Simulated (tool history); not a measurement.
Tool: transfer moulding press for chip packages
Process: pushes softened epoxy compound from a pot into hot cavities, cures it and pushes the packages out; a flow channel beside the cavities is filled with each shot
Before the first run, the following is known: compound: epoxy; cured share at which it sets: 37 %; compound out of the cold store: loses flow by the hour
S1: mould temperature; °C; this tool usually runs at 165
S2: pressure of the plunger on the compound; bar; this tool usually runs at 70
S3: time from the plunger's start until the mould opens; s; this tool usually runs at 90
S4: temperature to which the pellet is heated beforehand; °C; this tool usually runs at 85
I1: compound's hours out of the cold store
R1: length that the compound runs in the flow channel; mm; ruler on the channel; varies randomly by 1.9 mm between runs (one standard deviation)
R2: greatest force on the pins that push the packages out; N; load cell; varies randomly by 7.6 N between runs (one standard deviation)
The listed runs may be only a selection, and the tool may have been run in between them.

run 1 hour=0 | S1=165 S2=70 S3=90 S4=85 | I1=21.5 | R1=627 R2=358
-- hour=50.2 plunger's sealing rings changed
run 2 hour=53.4 | S1=165 S2=70 S3=90 S4=76 | I1=46.2 | R1=614 R2=513
-- hour=78.5 cavities cleaned with cleaning compound and waxed
run 3 hour=86.9 | S1=165 S2=70 S3=90 S4=76 | I1=32.1 | R1=634 R2=383
run 4 hour=130.1 | S1=165 S2=70 S3=90 S4=76 | I1=8.6 | R1=677 R2=534
-- hour=155.5 cavities cleaned with cleaning compound and waxed
run 5 hour=177.4 | S1=165 S2=70 S3=90 S4=76 | I1=43.8 | R1=608 R2=419
run 6 hour=226.3 | S1=167 S2=70 S3=90 S4=85 | I1=20.4 | R1=638 R2=510
-- hour=233.1 cavities cleaned with cleaning compound and waxed
run 7 hour=263.5 | S1=165 S2=70 S3=90 S4=85 | I1=13.3 | R1=654 R2=442
-- hour=289.3 mould's thermocouples calibrated
-- hour=311.6 cavities cleaned with cleaning compound and waxed
run 8 hour=314.7 | S1=165 S2=70 S3=90 S4=85 | I1=11 | R1=655 R2=367
run 9 hour=358.9 | S1=165 S2=70 S3=82 S4=85 | I1=38.9 | R1=599 R2=574
-- hour=389.3 cavities cleaned with cleaning compound and waxed
run 10 hour=392.5 | S1=165 S2=70 S3=82 S4=85 | I1=14.1 | R1=642 R2=408
-- hour=423.3 plunger's sealing rings changed
run 11 hour=445.4 | S1=165 S2=70 S3=82 S4=85 | I1=35.3 | R1=636 R2=603
-- hour=466.8 cavities cleaned with cleaning compound and waxed
run 12 hour=481.3 | S1=170 S2=70 S3=90 S4=85 | I1=38 | R1=617 R2=381
-- hour=513.8 mould's thermocouples calibrated, once more
run 13 hour=514.9 | S1=165 S2=70 S3=90 S4=85 | I1=32.5 | R1=633 R2=491
-- hour=546 cavities cleaned with cleaning compound and waxed
run 14 hour=567.3 | S1=165 S2=70 S3=90 S4=85 | I1=40.2 | R1=616 R2=417
run 15 hour=596.4 | S1=165 S2=70 S3=90 S4=85 | I1=14.5 | R1=661 R2=534
-- hour=621.5 cavities cleaned with cleaning compound and waxed
run 16 hour=630.2 | S1=167 S2=70 S3=120 S4=93 | I1=30 | R1=622 R2=339
run 17 hour=682.4 | S1=165 S2=70 S3=71 S4=85 | I1=46.9 | R1=595 R2=784
-- hour=696.6 cavities cleaned with cleaning compound and waxed
run 18 hour=718 | S1=166 S2=70 S3=90 S4=85 | I1=16.6 | R1=639 R2=425
run 19 hour=745.8 | S1=165 S2=77.4 S3=100 S4=85 | I1=17.4 | R1=672 R2=477
-- hour=774.1 cavities cleaned with cleaning compound and waxed
run 20 hour=785.5 | S1=165 S2=77.4 S3=87 S4=87 | I1=18.5 | R1=666 R2=413
-- hour=793.2 plunger's sealing rings changed
run 21 hour=830.4 | S1=165 S2=66.3 S3=92 S4=87 | I1=43.7 | R1=600 R2=498
-- hour=853.3 cavities cleaned with cleaning compound and waxed
run 22 hour=876.8 | S1=161 S2=70 S3=90 S4=85 | I1=17.2 | R1=668 R2=546
run 23 hour=910.8 | S1=172 S2=87.3 S3=90 S4=85 | I1=21.8 | R1=711 R2=490
-- hour=933 mould's thermocouples calibrated
-- hour=934.5 cavities cleaned with cleaning compound and waxed
run 24 hour=960.2 | S1=161 S2=70 S3=90 S4=85 | I1=27.8 | R1=639 R2=529
run 25 hour=1000.2 | S1=161 S2=70 S3=90 S4=85 | I1=24.4 | R1=639 R2=625
-- hour=1011.6 cavities cleaned with cleaning compound and waxed
run 26 hour=1026.6 | S1=164 S2=70 S3=102 S4=85 | I1=15.8 | R1=652 R2=376
run 27 hour=1072.8 | S1=165 S2=70 S3=97 S4=87 | I1=40.4 | R1=602 R2=493

Below are 3 alternative next runs, each starting from the tool's condition after run 27. Predict each:
-- hour=1088.8 cavities cleaned with cleaning compound and waxed
run A hour=1098.9 | S1=165 S2=68 S3=128 S4=82 | I1=23 | R1=? R2=?
-- hour=1088.8 cavities cleaned with cleaning compound and waxed
run B hour=1098.9 | S1=158 S2=86.8 S3=73 S4=85 | I1=47.8 | R1=? R2=?
-- hour=1088.8 cavities cleaned with cleaning compound and waxed
run C hour=1098.9 | S1=171 S2=55.7 S3=90 S4=85 | I1=37.9 | R1=? R2=?

run=A R1=617 R2=340
run=B R1=663 R2=824
run=C R1=527 R2=340
Without the tool's unlogged condition, the same runs would have read:
run=A R1=645 R2=287
run=B R1=694 R2=696
run=C R1=551 R2=288
